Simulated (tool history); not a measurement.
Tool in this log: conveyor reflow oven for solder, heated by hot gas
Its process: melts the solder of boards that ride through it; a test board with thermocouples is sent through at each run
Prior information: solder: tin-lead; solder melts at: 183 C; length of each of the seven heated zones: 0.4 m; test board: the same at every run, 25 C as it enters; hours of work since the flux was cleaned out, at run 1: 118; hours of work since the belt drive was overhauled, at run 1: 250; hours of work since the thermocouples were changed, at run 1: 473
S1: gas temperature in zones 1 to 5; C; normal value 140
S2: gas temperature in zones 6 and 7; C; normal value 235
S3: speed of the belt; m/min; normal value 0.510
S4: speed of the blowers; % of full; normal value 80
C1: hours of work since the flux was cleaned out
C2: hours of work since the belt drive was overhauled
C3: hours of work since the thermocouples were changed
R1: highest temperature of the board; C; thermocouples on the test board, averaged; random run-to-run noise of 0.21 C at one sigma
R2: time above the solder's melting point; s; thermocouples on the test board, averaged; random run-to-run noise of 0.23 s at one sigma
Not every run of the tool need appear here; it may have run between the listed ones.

{"run": 1, "hour": 0.0, "S1": 140, "S2": 235, "S3": 0.51, "S4": 80, "C1": 118, "C2": 250, "C3": 473, "R1": 224.1, "R2": 77.7}
{"run": 2, "hour": 6.1, "S1": 140, "S2": 235, "S3": 0.51, "S4": 80, "C1": 121, "C2": 253, "C3": 476, "R1": 223.3, "R2": 78.2}
{"run": 3, "hour": 12.8, "S1": 140, "S2": 235, "S3": 0.51, "S4": 80, "C1": 124, "C2": 257, "C3": 479, "R1": 223.6, "R2": 77.9}
{"run": 4, "hour": 21.7, "S1": 140, "S2": 241, "S3": 0.51, "S4": 80, "C1": 129, "C2": 261, "C3": 484, "R1": 228.8, "R2": 82.0}
{"run": 5, "hour": 28.1, "S1": 140, "S2": 241, "S3": 0.51, "S4": 80, "C1": 132, "C2": 264, "C3": 487, "R1": 229.1, "R2": 81.7}
{"run": 6, "hour": 41.2, "S1": 140, "S2": 235, "S3": 0.51, "S4": 80, "C1": 138, "C2": 271, "C3": 493, "R1": 223.7, "R2": 78.0}
{"run": 7, "hour": 55.2, "S1": 140, "S2": 235, "S3": 0.559, "S4": 80, "C1": 145, "C2": 278, "C3": 500, "R1": 220.7, "R2": 68.6}
{"run": 8, "hour": 65.4, "S1": 140, "S2": 235, "S3": 0.559, "S4": 80, "C1": 150, "C2": 282, "C3": 505, "R1": 220.8, "R2": 68.5}
{"hour": 71.7, "done": "flux residue cleaned out of gas plates and filters"}
{"run": 9, "hour": 80.6, "S1": 140, "S2": 235, "S3": 0.559, "S4": 80, "C1": 4, "C2": 287, "C3": 510, "R1": 220.3, "R2": 67.9}
{"run": 10, "hour": 88.5, "S1": 140, "S2": 235, "S3": 0.559, "S4": 80, "C1": 8, "C2": 291, "C3": 514, "R1": 220.6, "R2": 68.5}
{"run": 11, "hour": 100.5, "S1": 140, "S2": 224, "S3": 0.51, "S4": 80, "C1": 14, "C2": 297, "C3": 520, "R1": 213.2, "R2": 69.1}
{"run": 12, "hour": 106.8, "S1": 140, "S2": 224, "S3": 0.51, "S4": 80, "C1": 17, "C2": 300, "C3": 523, "R1": 213.3, "R2": 68.9}
{"hour": 118.7, "done": "flux residue cleaned out of gas plates and filters, once more"}
{"run": 13, "hour": 124.4, "S1": 140, "S2": 224, "S3": 0.51, "S4": 80, "C1": 3, "C2": 306, "C3": 529, "R1": 214.3, "R2": 70.5}
{"run": 14, "hour": 135.4, "S1": 140, "S2": 235, "S3": 0.423, "S4": 80, "C1": 8, "C2": 312, "C3": 534, "R1": 228.4, "R2": 99.3}
{"run": 15, "hour": 145.2, "S1": 140, "S2": 235, "S3": 0.51, "S4": 80, "C1": 13, "C2": 317, "C3": 539, "R1": 224.2, "R2": 78.4}
{"run": 16, "hour": 152.6, "S1": 149, "S2": 242, "S3": 0.561, "S4": 87, "C1": 17, "C2": 320, "C3": 543, "R1": 230.8, "R2": 78.4}
{"run": 17, "hour": 164.4, "S1": 131, "S2": 234, "S3": 0.416, "S4": 79, "C1": 22, "C2": 326, "C3": 549, "R1": 226.9, "R2": 96.2}
{"run": 18, "hour": 170.4, "S1": 140, "S2": 244, "S3": 0.51, "S4": 54, "C1": 25, "C2": 329, "C3": 552, "R1": 225.7, "R2": 79.0}
{"run": 19, "hour": 178.7, "S1": 140, "S2": 233, "S3": 0.51, "S4": 67, "C1": 29, "C2": 333, "C3": 556, "R1": 219.9, "R2": 74.6}
{"run": 20, "hour": 185.3, "S1": 132, "S2": 235, "S3": 0.417, "S4": 80, "C1": 33, "C2": 336, "C3": 559, "R1": 227.6, "R2": 97.2}
{"run": 21, "hour": 196.0, "S1": 139, "S2": 247, "S3": 0.51, "S4": 80, "C1": 38, "C2": 342, "C3": 564, "R1": 235.0, "R2": 85.2}
{"run": 22, "hour": 206.6, "S1": 139, "S2": 247, "S3": 0.51, "S4": 80, "C1": 43, "C2": 347, "C3": 569, "R1": 235.3, "R2": 85.4}
{"run": 23, "hour": 215.9, "S1": 139, "S2": 247, "S3": 0.51, "S4": 80, "C1": 48, "C2": 351, "C3": 574, "R1": 235.1, "R2": 85.4}
{"run": 24, "hour": 225.7, "S1": 140, "S2": 236, "S3": 0.517, "S4": 80, "C1": 52, "C2": 356, "C3": 579, "R1": 224.2, "R2": 77.5}
{"run": 25, "hour": 238.3, "S1": 140, "S2": 236, "S3": 0.474, "S4": 65, "C1": 59, "C2": 362, "C3": 585, "R1": 224.2, "R2": 84.4}
{"run": 26, "hour": 250.1, "S1": 134, "S2": 248, "S3": 0.436, "S4": 65, "C1": 64, "C2": 368, "C3": 591, "R1": 237.1, "R2": 99.3}
{"run": 27, "hour": 258.5, "S1": 134, "S2": 248, "S3": 0.436, "S4": 65, "C1": 68, "C2": 372, "C3": 595, "R1": 236.8, "R2": 99.1}
{"run": 28, "hour": 271.9, "S1": 134, "S2": 248, "S3": 0.436, "S4": 65, "C1": 75, "C2": 379, "C3": 601, "R1": 236.9, "R2": 98.9}
{"run": 29, "hour": 285.6, "S1": 140, "S2": 235, "S3": 0.459, "S4": 82, "C1": 82, "C2": 385, "C3": 608, "R1": 226.8, "R2": 90.5}
{"run": 30, "hour": 299.6, "S1": 126, "S2": 225, "S3": 0.459, "S4": 82, "C1": 89, "C2": 392, "C3": 615, "R1": 216.2, "R2": 75.4}

Results for each run, recomputed without the tool's hidden state and with each run's random variation untouched:
Hidden state present: heat that the gas passes to the board, % of a clean oven's; belt's true speed, % of the reading; true gas temperature in zones 6 and 7 over the reading, C; drift of the gauge itself on peak_c, C; drift of the gauge itself on liquid_s, %.
run=1 R1=223.9 R2=77.5
run=2 R1=223.0 R2=78.0
run=3 R1=223.4 R2=77.7
run=4 R1=228.6 R2=81.7
run=5 R1=228.9 R2=81.5
run=6 R1=223.5 R2=77.8
run=7 R1=220.6 R2=68.6
run=8 R1=220.8 R2=68.4
run=9 R1=220.6 R2=68.2
run=10 R1=220.9 R2=68.8
run=11 R1=213.3 R2=69.4
run=12 R1=213.4 R2=69.3
run=13 R1=213.3 R2=69.4
run=14 R1=227.4 R2=98.3
run=15 R1=223.2 R2=77.5
run=16 R1=229.9 R2=77.7
run=17 R1=225.9 R2=95.1
run=18 R1=224.7 R2=78.0
run=19 R1=219.0 R2=73.6
run=20 R1=226.6 R2=96.2
run=21 R1=234.1 R2=84.4
run=22 R1=234.5 R2=84.6
run=23 R1=234.2 R2=84.6
run=24 R1=223.4 R2=76.6
run=25 R1=223.3 R2=83.4
run=26 R1=236.1 R2=98.2
run=27 R1=235.9 R2=98.1
run=28 R1=236.0 R2=97.9
run=29 R1=225.9 R2=89.6
run=30 R1=215.4 R2=74.6
